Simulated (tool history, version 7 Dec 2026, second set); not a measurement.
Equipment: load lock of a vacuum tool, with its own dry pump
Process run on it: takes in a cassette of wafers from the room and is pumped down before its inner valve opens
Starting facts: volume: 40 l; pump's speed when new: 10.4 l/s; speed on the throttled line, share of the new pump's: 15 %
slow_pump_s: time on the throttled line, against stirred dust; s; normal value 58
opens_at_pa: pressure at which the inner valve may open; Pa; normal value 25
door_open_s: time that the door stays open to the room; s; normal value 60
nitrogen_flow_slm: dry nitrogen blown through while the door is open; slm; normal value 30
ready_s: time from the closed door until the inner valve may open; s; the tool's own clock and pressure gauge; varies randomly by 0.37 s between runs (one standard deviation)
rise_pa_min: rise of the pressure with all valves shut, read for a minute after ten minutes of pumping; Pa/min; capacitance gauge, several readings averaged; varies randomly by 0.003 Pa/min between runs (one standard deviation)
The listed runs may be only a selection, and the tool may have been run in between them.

run      day  slow_pump_s  opens_at_pa  door_open_s  nitrogen_flow_slm  incoming humidity of the room's air, %  ready_s  rise_pa_min
  1        0           58           25           60                 30                                      42     81.5         0.03
  2    17.05           58           25           60                 30                                    43.2     81.7        0.033
  3   37.088           58           25          163                 30                                    43.4     80.9        0.056
  4   57.633           58           25           32                 30                                    39.3     81.7        0.025
  5   80.542           58           25           60                 30                                    46.5     81.4        0.037
  6   95.817           58           25           60                 30                                    44.9     81.9        0.028
  7  117.583           58           25           60                  4                                    46.3     81.1        0.056
  8  129.396           58           25           60                  4                                    46.5     81.9        0.059
  9  140.196           58           25           60                 30                                      45     81.9        0.034
 10  152.896           58           25           60                  8                                    46.5       81         0.05
 11  165.242           58           25           33                 30                                    42.5     81.4        0.021
 12  185.771           58           25           33                 30                                      50     81.4        0.023
     211.617  -- door's seal changed, seat wiped
 13  211.617           58           25           33                 30                                    44.5       81        0.021
 14  235.967           58           25           33                 30                                      46     81.5        0.019
 15  249.783           58           25           33                 30                                    46.1     81.4        0.015
 16  264.483           58           46           60                 30                                      46       79        0.032
 17  277.842           58           46           60                 30                                    45.3     78.4        0.034
 18  300.208           58           46           60                 30                                    47.4     79.2        0.034
 19  315.408           58           46           60                 30                                    46.7     78.9        0.027
 20  340.833           58           46           48                  8                                      41     78.8        0.045
 21  353.554           58           46           48                  8                                    44.9     79.2        0.041
 22  368.442           58           22           60                 11                                    44.7     81.8        0.049
 23  393.175           35           22           46                 10                                    42.7     62.2        0.044
 24  410.525           35           22           46                 10                                    43.7     62.2        0.034
 25  423.146           35           22           83                 22                                    46.4     62.4        0.048
 26  439.121           98           21          186                 31                                    46.9      116        0.065
 27  453.892           81           25           60                 30                                    43.3    100.3        0.032
 28  478.742           88           25          180                 30                                    43.1    107.3        0.059
 29  492.229           34           25           38                 30                                    47.1     61.3        0.033
 30  505.638          101           19           87                  5                                    42.4    119.4        0.068
 31  518.038           83           35           27                 31                                    46.4    101.8        0.017
 32  543.917          107           40          136                  5                                    46.3    121.1          0.1
     545.858  -- door's seal changed, seat wiped
 33  561.108           58           26           60                 30                                    45.1     81.7        0.027
 34    585.6           41           26           60                 13                                    46.9     66.5        0.041
 35  603.167           41           26           99                 13                                    46.3     66.6        0.061
 36  626.938           41           40           99                 13                                    42.2     64.7        0.054

4 ways to go on from here, each from the tool as it stands after run 36. What would each give?
  A  644.346           58           46           80                 25                                    48.2        ?            ?
  B  644.346          109           25          170                 30                                      49        ?            ?
  C  644.346           41           29           28                 13                                    43.4        ?            ?
  D  644.346           84           25           60                  9                                      46        ?            ?

run  ready_s  rise_pa_min
  A     79.1        0.039
  B    125.7        0.067
  C     66.7        0.026
  D    103.2        0.051
Without the tool's unlogged condition, the same runs would have read:
run  ready_s  rise_pa_min
  A     79.1        0.038
  B    125.7        0.067
  C     66.7        0.026
  D    103.2        0.051

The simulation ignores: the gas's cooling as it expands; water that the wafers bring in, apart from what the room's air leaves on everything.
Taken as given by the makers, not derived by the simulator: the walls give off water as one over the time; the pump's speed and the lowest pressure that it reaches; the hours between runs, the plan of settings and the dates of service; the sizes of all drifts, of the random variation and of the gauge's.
